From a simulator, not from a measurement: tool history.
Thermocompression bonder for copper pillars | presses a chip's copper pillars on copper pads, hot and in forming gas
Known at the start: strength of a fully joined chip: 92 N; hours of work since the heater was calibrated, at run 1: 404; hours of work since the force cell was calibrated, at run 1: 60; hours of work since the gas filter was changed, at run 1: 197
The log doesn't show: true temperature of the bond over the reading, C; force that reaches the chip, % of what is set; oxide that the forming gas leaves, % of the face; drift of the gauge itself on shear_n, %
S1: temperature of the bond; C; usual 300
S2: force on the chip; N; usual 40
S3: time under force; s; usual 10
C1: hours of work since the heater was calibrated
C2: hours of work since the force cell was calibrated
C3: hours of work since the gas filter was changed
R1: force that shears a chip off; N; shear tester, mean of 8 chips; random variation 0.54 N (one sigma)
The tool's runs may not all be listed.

run	hour	S1	S2	S3	C1	C2	C3	R1
1	0.0	300	40	10	404	60	197	52.2
2	5.9	300	40	10	406	63	199	51.5
3	14.2	300	40	10	409	66	202	51.6
4	20.9	300	56	10	412	69	205	61.9
5	26.0	300	40	10	414	71	207	52.5
6	36.4	275	58	8	418	75	211	46.0
7	42.3	317	39	8	421	77	213	55.9
8	47.0	297	39	8	422	79	215	46.3
9	55.9	300	40	8	426	83	219	48.5
10	61.2	292	40	11	428	85	221	51.0

Measured less the same run without the tool's hidden state. The same run-to-run variation is in both; the gauge's scatter may not be:
run	R1
1	-0.5
2	-0.5
3	-0.5
4	-0.9
5	-0.6
6	-0.3
7	-0.8
8	-0.4
9	-0.5
10	-0.5
